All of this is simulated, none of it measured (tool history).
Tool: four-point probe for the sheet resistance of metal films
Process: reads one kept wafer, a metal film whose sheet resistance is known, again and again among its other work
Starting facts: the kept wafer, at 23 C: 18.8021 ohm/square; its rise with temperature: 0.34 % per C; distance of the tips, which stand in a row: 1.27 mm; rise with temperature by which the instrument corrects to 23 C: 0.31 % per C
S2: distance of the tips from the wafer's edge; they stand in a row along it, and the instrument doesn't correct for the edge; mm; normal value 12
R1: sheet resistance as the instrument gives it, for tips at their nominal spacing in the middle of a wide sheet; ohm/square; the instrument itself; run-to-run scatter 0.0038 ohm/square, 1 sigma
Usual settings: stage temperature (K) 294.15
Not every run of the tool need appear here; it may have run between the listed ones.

Run 1, day 0: usual settings. Result: R1 18.88206 ohm/square.
Run 2, day 2.15: usual settings but S2 11 mm. Result: R1 18.906595 ohm/square.
Run 3, day 4.033: usual settings but S2 11 mm. Result: R1 18.912397 ohm/square.
Run 4, day 5.079: usual settings but S2 11 mm. Result: R1 18.909577 ohm/square.
Run 5, day 7: usual settings but stage temperature (K) 301.15, S2 11 mm. Result: R1 18.95364 ohm/square.
Run 6, day 9.1: usual settings. Result: R1 18.878394 ohm/square.
Run 7, day 11.158: usual settings. Result: R1 18.875714 ohm/square.
Run 8, day 13.171: usual settings. Result: R1 18.879319 ohm/square.
Run 9, day 15.075: usual settings. Result: R1 18.868928 ohm/square.
Run 10, day 16.833: usual settings. Result: R1 18.873723 ohm/square.
Run 11, day 17.904: usual settings but S2 3 mm. Result: R1 20.403408 ohm/square.
Run 12, day 20.25: usual settings but stage temperature (K) 304.15. Result: R1 18.930165 ohm/square.
Run 13, day 21.629: usual settings but stage temperature (K) 304.15. Result: R1 18.934773 ohm/square.
Run 14, day 23.129: usual settings. Result: R1 18.865393 ohm/square.
Run 15, day 24.55: usual settings but S2 21 mm. Result: R1 18.791273 ohm/square.
At day 26.042: stage's thermometer calibrated.
Run 16, day 26.446: usual settings but S2 21 mm. Result: R1 18.769087 ohm/square.
Run 17, day 28.754: usual settings but S2 21 mm. Result: R1 18.765938 ohm/square.
Run 18, day 29.829: usual settings but S2 21 mm. Result: R1 18.763655 ohm/square.
Run 19, day 31.354: usual settings but S2 6 mm. Result: R1 19.166962 ohm/square.
Run 20, day 33.558: usual settings but S2 6 mm. Result: R1 19.171643 ohm/square.
Run 21, day 35.512: usual settings but S2 6 mm. Result: R1 19.167872 ohm/square.
Run 22, day 37.817: usual settings but stage temperature (K) 295.15. Result: R1 18.84094 ohm/square.
Run 23, day 38.917: usual settings but stage temperature (K) 295.15. Result: R1 18.843781 ohm/square.
Run 24, day 40.95: usual settings but stage temperature (K) 293.15, S2 5 mm. Result: R1 19.347171 ohm/square.
Run 25, day 42.258: usual settings but S2 20 mm. Result: R1 18.758633 ohm/square.
Run 26, day 44.3: usual settings but S2 20 mm. Result: R1 18.762625 ohm/square.
Run 27, day 45.788: usual settings but S2 20 mm. Result: R1 18.75382 ohm/square.
Run 28, day 47.75: usual settings but S2 20 mm. Result: R1 18.755145 ohm/square.
Run 29, day 49.967: usual settings but S2 20 mm. Result: R1 18.754104 ohm/square.
Run 30, day 51.008: usual settings but S2 20 mm. Result: R1 18.749067 ohm/square.
Run 31, day 52.779: usual settings but stage temperature (K) 303.15, S2 20 mm. Result: R1 18.798485 ohm/square.
Run 32, day 53.942: usual settings but stage temperature (K) 293.15, S2 32 mm. Result: R1 18.717122 ohm/square.
Run 33, day 55.054: usual settings but stage temperature (K) 293.15, S2 4 mm. Result: R1 19.660829 ohm/square.
Run 34, day 56.175: usual settings but stage temperature (K) 298.15, S2 42 mm. Result: R1 18.741662 ohm/square.
Run 35, day 57.958: usual settings but stage temperature (K) 293.15, S2 21 mm. Result: R1 18.737577 ohm/square.
Run 36, day 60.133: usual settings but stage temperature (K) 293.15, S2 21 mm. Result: R1 18.730319 ohm/square.
Run 37, day 61.688: usual settings but stage temperature (K) 305.15, S2 3 mm. Result: R1 20.404585 ohm/square.
Run 38, day 63.704: usual settings but stage temperature (K) 305.15, S2 3 mm. Result: R1 20.407747 ohm/square.
Run 39, day 65.383: usual settings but stage temperature (K) 304.15, S2 6 mm. Result: R1 19.201923 ohm/square.
Run 40, day 67.158: usual settings but stage temperature (K) 298.15, S2 29 mm. Result: R1 18.740223 ohm/square.
Run 41, day 68.162: usual settings but stage temperature (K) 298.15, S2 29 mm. Result: R1 18.739818 ohm/square.
Run 42, day 69.208: usual settings but stage temperature (K) 302.15, S2 5 mm. Result: R1 19.380818 ohm/square.
Run 43, day 71.283: usual settings but stage temperature (K) 291.15, S2 62 mm. Result: R1 18.668451 ohm/square.
Run 44, day 72.95: usual settings but stage temperature (K) 299.15, S2 4 mm. Result: R1 19.684556 ohm/square.
Run 45, day 74.642: usual settings but stage temperature (K) 299.15, S2 4 mm. Result: R1 19.681765 ohm/square.
Run 46, day 75.917: usual settings but stage temperature (K) 299.15, S2 4 mm. Result: R1 19.674048 ohm/square.

Below are 3 alternative next runs, each starting from the tool's condition after run 46. Predict each:
Run A, day 77.55: usual settings but S2 31 mm. Result: R1 ?.
Run B, day 77.55: usual settings but stage temperature (K) 299.15, S2 21 mm. Result: R1 ?.
Run C, day 77.55: usual settings but stage temperature (K) 303.15, S2 4 mm. Result: R1 ?.

run         R1
  A  18.697873
  B  18.756854
  C   19.70453
With no hidden state in the tool, these same runs would have given:
run         R1
  A  18.801615
  B  18.860965
  C  19.813488
